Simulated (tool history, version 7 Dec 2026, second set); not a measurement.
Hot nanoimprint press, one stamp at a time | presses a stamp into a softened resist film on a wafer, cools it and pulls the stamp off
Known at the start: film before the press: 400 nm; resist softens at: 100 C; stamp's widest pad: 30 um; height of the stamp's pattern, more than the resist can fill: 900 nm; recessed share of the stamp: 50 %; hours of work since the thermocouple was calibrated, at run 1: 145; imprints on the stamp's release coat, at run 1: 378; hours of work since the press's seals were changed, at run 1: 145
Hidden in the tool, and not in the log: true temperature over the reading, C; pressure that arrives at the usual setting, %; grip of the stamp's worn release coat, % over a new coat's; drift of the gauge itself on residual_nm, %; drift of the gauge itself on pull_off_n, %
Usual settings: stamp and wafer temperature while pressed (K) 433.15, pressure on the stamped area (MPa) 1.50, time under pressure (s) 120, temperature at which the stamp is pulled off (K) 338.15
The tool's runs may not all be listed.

run	day	stamp and wafer temperature while pressed (K)	pressure on the stamped area (MPa)	time under pressure (s)	temperature at which the stamp is pulled off (K)	hours of work since the thermocouple was calibrated	imprints on the stamp's release coat	hours of work since the press's seals were changed	resist left under the stamp's widest pad (Å)	greatest force while the stamp is pulled off (N)
1	0.000	433.15	1.50	120	338.15	145	378	145	2080	182
2	0.383	433.15	1.19	120	338.15	150	420	150	2337	183
3	0.779	433.15	1.50	120	338.15	156	464	156	2087	186
4	1.233	433.15	1.64	120	338.15	163	514	163	2009	186
5	1.675	422.15	1.50	120	338.15	170	563	170	3058	186
# day 2.146: stamp cleaned and given a new release coat
6	2.421	433.15	1.94	120	338.15	177	30	177	1801	177
7	3.042	433.15	1.94	120	338.15	186	99	186	1818	180
8	3.683	433.15	1.94	120	338.15	196	169	196	1802	182
9	4.233	433.15	1.97	120	338.15	204	230	204	1793	176
10	4.738	433.15	1.50	120	338.15	211	285	211	2086	183
11	5.079	433.15	1.50	120	338.15	216	323	216	2108	181
12	5.567	433.15	1.50	120	338.15	224	376	224	2091	181
13	6.112	433.15	1.50	120	338.15	232	436	232	2099	184
14	6.571	433.15	1.50	120	338.15	239	487	239	2099	184
15	7.133	433.15	1.11	120	338.15	247	548	247	2468	185
16	7.454	422.15	1.11	120	330.15	252	584	252	3374	221
# day 7.750: stamp cleaned and given a new release coat
17	8.133	422.15	1.11	120	330.15	258	42	258	3424	207
# day 8.304: plate thermocouple calibrated
18	8.792	444.15	1.11	104	330.15	7	101	266	1739	209
19	9.438	444.15	1.11	104	330.15	17	172	276	1746	209
20	9.812	444.15	1.11	104	330.15	22	213	281	1721	210
# day 10.175: plate thermocouple calibrated, once more
21	10.496	437.15	1.05	88	338.15	5	274	289	2334	180
22	10.879	433.15	1.78	119	328.15	10	317	295	1870	216
23	11.504	435.15	2.09	91	338.15	20	386	304	1722	186
24	11.779	433.15	2.31	71	334.15	24	416	308	1916	190
25	12.108	433.15	2.31	71	334.15	29	452	313	1908	206
26	12.688	426.15	1.64	65	326.15	37	516	322	2968	226
27	13.033	436.15	1.74	154	338.15	42	554	327	1558	188
# day 13.575: stamp cleaned and given a new release coat
28	13.771	436.15	1.74	154	338.15	50	21	334	1570	177
29	14.396	443.15	1.08	189	332.15	59	90	344	1460	192

5 ways to go on from here, each from the tool as it stands after run 29. What would each give?
A	14.754	433.15	1.50	69	338.15	64	129	349	?	?
B	14.754	434.15	1.65	120	336.15	64	129	349	?	?
C	14.754	433.15	1.77	120	338.15	64	129	349	?	?
D	14.754	433.15	1.50	212	325.15	64	129	349	?	?
E	14.754	442.15	1.50	65	338.15	64	129	349	?	?

run	resist left under the stamp's widest pad (Å)	greatest force while the stamp is pulled off (N)
A	2416	175
B	1869	183
C	1905	175
D	1736	222
E	1795	175
Without the tool's hidden state the same runs would have given:
run	resist left under the stamp's widest pad (Å)	greatest force while the stamp is pulled off (N)
A	2355	170
B	1814	178
C	1846	171
D	1685	217
E	1747	171
